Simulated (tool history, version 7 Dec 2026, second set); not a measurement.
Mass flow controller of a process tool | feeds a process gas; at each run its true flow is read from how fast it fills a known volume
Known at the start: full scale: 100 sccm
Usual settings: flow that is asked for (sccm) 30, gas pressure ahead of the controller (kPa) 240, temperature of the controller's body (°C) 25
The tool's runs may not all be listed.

run	hour	flow that is asked for (sccm)	gas pressure ahead of the controller (kPa)	temperature of the controller's body (°C)	true flow (%)
1	0	30	240	25	94.35
2	208.2	30	240	25	94.22
3	534.3	52	240	25	94.75
4	740.2	30	246	25	93.8
5	992.5	30	240	25	93.65
6	1215.8	30	240	25	93.54
7	1679.9	30	252	25	93.28
8	2129.2	30	252	25	93.01
9	2420	30	252	25	92.8
# hour 2887.7: controller exchanged for a calibrated one
10	2888	27	240	25	100.09
11	3303.2	27	240	25	99.75
12	3543.2	30	240	29	99.62
13	3873.3	30	240	29	99.64
14	4120.5	30	240	29	99.47
15	4339.8	30	240	21	99.07
16	4808.6	30	240	21	98.8
17	5149.1	30	240	21	98.63
18	5491	30	240	21	98.31
19	5742.9	30	271	25	98.33
20	6012.2	30	187	25	97.88
21	6407.8	30	187	25	97.54
22	6604.8	30	274	23	97.62
# hour 6633.2: controller's zero set anew
23	6810.7	30	201	29	97.08
24	7185.7	30	201	29	96.78
25	7400.5	17	262	27	95.7
26	7789.2	30	206	23	96.3
27	8137	30	187	25	96.01
28	8487.1	77	179	38	97.32
29	8709.8	77	179	38	97.12
30	9089.2	96	183	38	97.18
# hour 9331.3: controller's zero set anew, once more
31	9510.4	96	183	38	97.59

5 ways to go on from here, each from the tool as it stands after run 31. What would each give?
A	9862	76	240	23	?
B	9862	96	183	21	?
C	9862	56	183	38	?
D	9862	65	179	39	?
E	9862	14	183	37	?

run	true flow (%)
A	97.08
B	97.06
C	97.26
D	97.27
E	96.75
Without the tool's hidden state the same runs would have given:
run	true flow (%)
A	99.93
B	99.89
C	100.12
D	100.12
E	99.82
